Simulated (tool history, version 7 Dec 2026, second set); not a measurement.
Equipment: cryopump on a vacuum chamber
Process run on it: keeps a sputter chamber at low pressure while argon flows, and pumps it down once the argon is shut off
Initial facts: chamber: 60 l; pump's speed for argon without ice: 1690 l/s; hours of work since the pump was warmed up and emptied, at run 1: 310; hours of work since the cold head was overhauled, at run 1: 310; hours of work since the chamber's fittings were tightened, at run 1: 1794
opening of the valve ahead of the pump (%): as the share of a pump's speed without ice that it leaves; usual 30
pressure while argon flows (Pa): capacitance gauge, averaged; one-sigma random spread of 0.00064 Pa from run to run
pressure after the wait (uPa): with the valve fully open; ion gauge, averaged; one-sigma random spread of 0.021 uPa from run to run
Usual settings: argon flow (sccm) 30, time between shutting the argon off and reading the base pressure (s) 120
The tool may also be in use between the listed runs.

| run | hour | argon flow (sccm) | time between shutting the argon off and reading the base pressure (s) | opening of the valve ahead of the pump (%) | hours of work since the pump was warmed up and emptied | hours of work since the cold head was overhauled | hours of work since the chamber's fittings were tightened | pressure while argon flows (Pa) | pressure after the wait (uPa) |
|---|---|---|---|---|---|---|---|---|---|
| 1 | 0.0 | 30 | 120 | 30 | 310 | 310 | 1794 | 0.1049 | 0.59 |
| 2 | 36.5 | 30 | 23 | 30 | 339 | 339 | 1823 | 0.1065 | 1.28 |
| 3 | 58.4 | 30 | 120 | 30 | 357 | 357 | 1841 | 0.1060 | 0.61 |
|  | 71.1 | leaking fittings of the chamber tightened, without venting |
| 4 | 96.3 | 30 | 120 | 30 | 386 | 386 | 20 | 0.1070 | 0.36 |
| 5 | 126.7 | 30 | 120 | 30 | 411 | 411 | 45 | 0.1061 | 0.35 |
| 6 | 145.7 | 30 | 120 | 30 | 426 | 426 | 61 | 0.1072 | 0.40 |
| 7 | 161.7 | 30 | 176 | 30 | 439 | 439 | 74 | 0.1075 | 0.30 |
| 8 | 189.7 | 30 | 120 | 36 | 462 | 462 | 96 | 0.0906 | 0.40 |
| 9 | 225.0 | 30 | 120 | 30 | 491 | 491 | 125 | 0.1086 | 0.43 |
| 10 | 258.3 | 30 | 120 | 30 | 518 | 518 | 152 | 0.1076 | 0.43 |
| 11 | 288.7 | 30 | 120 | 30 | 542 | 542 | 177 | 0.1091 | 0.40 |
| 12 | 323.3 | 30 | 120 | 30 | 571 | 571 | 205 | 0.1107 | 0.42 |
| 13 | 356.7 | 30 | 127 | 30 | 598 | 598 | 232 | 0.1100 | 0.40 |
| 14 | 382.5 | 30 | 127 | 30 | 619 | 619 | 253 | 0.1112 | 0.46 |
| 15 | 404.6 | 30 | 120 | 30 | 637 | 637 | 271 | 0.1118 | 0.43 |
| 16 | 423.4 | 30 | 120 | 30 | 652 | 652 | 286 | 0.1108 | 0.47 |
| 17 | 460.9 | 30 | 22 | 30 | 682 | 682 | 317 | 0.1125 | 1.13 |
| 18 | 476.8 | 30 | 22 | 30 | 695 | 695 | 330 | 0.1121 | 1.19 |
| 19 | 508.8 | 39 | 22 | 40 | 721 | 721 | 356 | 0.1162 | 1.17 |
|  | 519.4 | pump warmed up, emptied and cooled again |
| 20 | 538.9 | 39 | 22 | 40 | 16 | 742 | 376 | 0.0980 | 1.04 |
| 21 | 566.8 | 13 | 26 | 24 | 39 | 764 | 399 | 0.0531 | 0.87 |
| 22 | 586.0 | 47 | 245 | 30 | 54 | 780 | 414 | 0.1574 | 0.33 |
| 23 | 609.7 | 36 | 120 | 21 | 73 | 799 | 433 | 0.1727 | 0.39 |
| 24 | 637.1 | 36 | 21 | 51 | 96 | 821 | 456 | 0.0734 | 1.09 |
| 25 | 667.2 | 14 | 120 | 49 | 120 | 846 | 480 | 0.0292 | 0.40 |
| 26 | 690.0 | 34 | 112 | 30 | 139 | 864 | 499 | 0.1147 | 0.41 |
| 27 | 707.7 | 14 | 29 | 45 | 153 | 879 | 513 | 0.0313 | 0.90 |
| 28 | 741.0 | 38 | 103 | 45 | 180 | 906 | 540 | 0.0880 | 0.41 |
| 29 | 772.7 | 41 | 64 | 41 | 206 | 931 | 566 | 0.1046 | 0.54 |
| 30 | 805.0 | 34 | 127 | 57 | 232 | 958 | 592 | 0.0636 | 0.40 |
| 31 | 827.5 | 34 | 127 | 32 | 250 | 976 | 610 | 0.1111 | 0.38 |
| 32 | 843.7 | 39 | 27 | 52 | 263 | 989 | 624 | 0.0799 | 0.95 |
| 33 | 873.0 | 39 | 27 | 52 | 287 | 1013 | 647 | 0.0813 | 0.97 |

Each row is a separate what-if for the run after 33, all from the same tool condition, not one after another. Results?
| A | 905.3 | 30 | 23 | 45 | 313 | 1039 | 674 | ? | ? |
| B | 905.3 | 39 | 27 | 16 | 313 | 1039 | 674 | ? | ? |
| C | 905.3 | 36 | 104 | 54 | 313 | 1039 | 674 | ? | ? |
| D | 905.3 | 51 | 90 | 21 | 313 | 1039 | 674 | ? | ? |
| E | 905.3 | 39 | 27 | 54 | 313 | 1039 | 674 | ? | ? |

| run | pressure while argon flows (Pa) | pressure after the wait (uPa) |
|---|---|---|
| A | 0.0718 | 1.13 |
| B | 0.2484 | 1.01 |
| C | 0.0731 | 0.45 |
| D | 0.2524 | 0.48 |
| E | 0.0795 | 0.96 |
Without the tool's hidden state the same runs would have given:
| run | pressure while argon flows (Pa) | pressure after the wait (uPa) |
|---|---|---|
| A | 0.0668 | 1.01 |
| B | 0.2419 | 0.90 |
| C | 0.0671 | 0.33 |
| D | 0.2439 | 0.37 |
| E | 0.0730 | 0.85 |
